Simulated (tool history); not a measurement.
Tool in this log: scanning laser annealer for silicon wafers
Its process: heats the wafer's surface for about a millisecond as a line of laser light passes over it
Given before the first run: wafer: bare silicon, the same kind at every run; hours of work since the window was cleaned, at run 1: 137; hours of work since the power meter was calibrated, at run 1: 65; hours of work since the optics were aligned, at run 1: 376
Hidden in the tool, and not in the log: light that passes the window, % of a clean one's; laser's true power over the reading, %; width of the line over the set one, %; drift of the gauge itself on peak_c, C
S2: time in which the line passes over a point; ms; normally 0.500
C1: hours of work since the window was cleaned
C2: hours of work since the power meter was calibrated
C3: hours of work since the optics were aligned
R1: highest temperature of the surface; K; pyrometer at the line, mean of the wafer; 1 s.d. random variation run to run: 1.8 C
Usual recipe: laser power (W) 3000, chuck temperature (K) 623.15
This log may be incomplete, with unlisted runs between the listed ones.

run 1 hour=0.0 | laser_power_(W)=3000 S2=0.500 chuck_temperature_(K)=623.15 | C1=137 C2=65 C3=376 | R1=1325.15
run 2 hour=5.7 | laser_power_(W)=3000 S2=0.500 chuck_temperature_(K)=623.15 | C1=139 C2=67 C3=379 | R1=1329.15
run 3 hour=11.1 | laser_power_(W)=3000 S2=0.500 chuck_temperature_(K)=623.15 | C1=141 C2=70 C3=381 | R1=1327.15
run 4 hour=20.2 | laser_power_(W)=3267 S2=0.500 chuck_temperature_(K)=623.15 | C1=145 C2=74 C3=385 | R1=1401.15
run 5 hour=25.1 | laser_power_(W)=3267 S2=0.500 chuck_temperature_(K)=623.15 | C1=147 C2=76 C3=387 | R1=1398.15
run 6 hour=34.2 | laser_power_(W)=3267 S2=0.500 chuck_temperature_(K)=623.15 | C1=151 C2=80 C3=391 | R1=1402.15
run 7 hour=44.4 | laser_power_(W)=3000 S2=0.500 chuck_temperature_(K)=623.15 | C1=156 C2=84 C3=396 | R1=1326.15
run 8 hour=50.9 | laser_power_(W)=3000 S2=0.500 chuck_temperature_(K)=623.15 | C1=159 C2=87 C3=398 | R1=1324.15
run 9 hour=56.4 | laser_power_(W)=3000 S2=0.500 chuck_temperature_(K)=623.15 | C1=161 C2=89 C3=401 | R1=1329.15
run 10 hour=62.8 | laser_power_(W)=3000 S2=0.500 chuck_temperature_(K)=623.15 | C1=164 C2=92 C3=403 | R1=1326.15
run 11 hour=73.1 | laser_power_(W)=3000 S2=0.500 chuck_temperature_(K)=623.15 | C1=168 C2=96 C3=408 | R1=1322.15
run 12 hour=78.3 | laser_power_(W)=3000 S2=0.500 chuck_temperature_(K)=623.15 | C1=170 C2=99 C3=410 | R1=1323.15
run 13 hour=86.4 | laser_power_(W)=3000 S2=0.562 chuck_temperature_(K)=623.15 | C1=174 C2=102 C3=414 | R1=1371.15
run 14 hour=93.6 | laser_power_(W)=3000 S2=0.562 chuck_temperature_(K)=623.15 | C1=177 C2=105 C3=417 | R1=1369.15
run 15 hour=98.9 | laser_power_(W)=3000 S2=0.531 chuck_temperature_(K)=623.15 | C1=179 C2=108 C3=419 | R1=1345.15
run 16 hour=106.8 | laser_power_(W)=3000 S2=0.531 chuck_temperature_(K)=623.15 | C1=183 C2=111 C3=423 | R1=1347.15
run 17 hour=111.4 | laser_power_(W)=3000 S2=0.531 chuck_temperature_(K)=623.15 | C1=185 C2=113 C3=425 | R1=1351.15
run 18 hour=118.8 | laser_power_(W)=3000 S2=0.464 chuck_temperature_(K)=623.15 | C1=188 C2=116 C3=428 | R1=1298.15
run 19 hour=123.7 | laser_power_(W)=3000 S2=0.464 chuck_temperature_(K)=623.15 | C1=190 C2=118 C3=430 | R1=1296.15
run 20 hour=132.4 | laser_power_(W)=3000 S2=0.435 chuck_temperature_(K)=623.15 | C1=194 C2=122 C3=434 | R1=1273.15
run 21 hour=138.0 | laser_power_(W)=3000 S2=0.500 chuck_temperature_(K)=601.15 | C1=196 C2=125 C3=436 | R1=1303.15
run 22 hour=147.6 | laser_power_(W)=2991 S2=0.396 chuck_temperature_(K)=616.15 | C1=200 C2=129 C3=440 | R1=1231.15
run 23 hour=154.0 | laser_power_(W)=2655 S2=0.471 chuck_temperature_(K)=600.15 | C1=203 C2=131 C3=443 | R1=1191.15
run 24 hour=161.0 | laser_power_(W)=2655 S2=0.471 chuck_temperature_(K)=600.15 | C1=206 C2=135 C3=446 | R1=1186.15
run 25 hour=166.4 | laser_power_(W)=2655 S2=0.375 chuck_temperature_(K)=600.15 | C1=209 C2=137 C3=448 | R1=1122.15
run 26 hour=176.3 | laser_power_(W)=2655 S2=0.375 chuck_temperature_(K)=600.15 | C1=213 C2=141 C3=453 | R1=1120.15
run 27 hour=180.7 | laser_power_(W)=2600 S2=0.500 chuck_temperature_(K)=633.15 | C1=215 C2=143 C3=454 | R1=1228.15
run 28 hour=190.2 | laser_power_(W)=2561 S2=0.405 chuck_temperature_(K)=623.15 | C1=219 C2=147 C3=459 | R1=1144.15
run 29 hour=199.0 | laser_power_(W)=2561 S2=0.487 chuck_temperature_(K)=658.15 | C1=223 C2=151 C3=462 | R1=1232.15
run 30 hour=203.4 | laser_power_(W)=2561 S2=0.487 chuck_temperature_(K)=658.15 | C1=225 C2=153 C3=464 | R1=1230.15

Forecast run 31:
run 31 hour=211.8 | laser_power_(W)=3162 S2=0.476 chuck_temperature_(K)=623.15 | C1=228 C2=156 C3=468 | R1=?

Run 31 produced R1 1351.15 K.
Take away the tool's hidden state, keep the run-to-run variation as it was, and the same run would have given R1 1352.15 K.
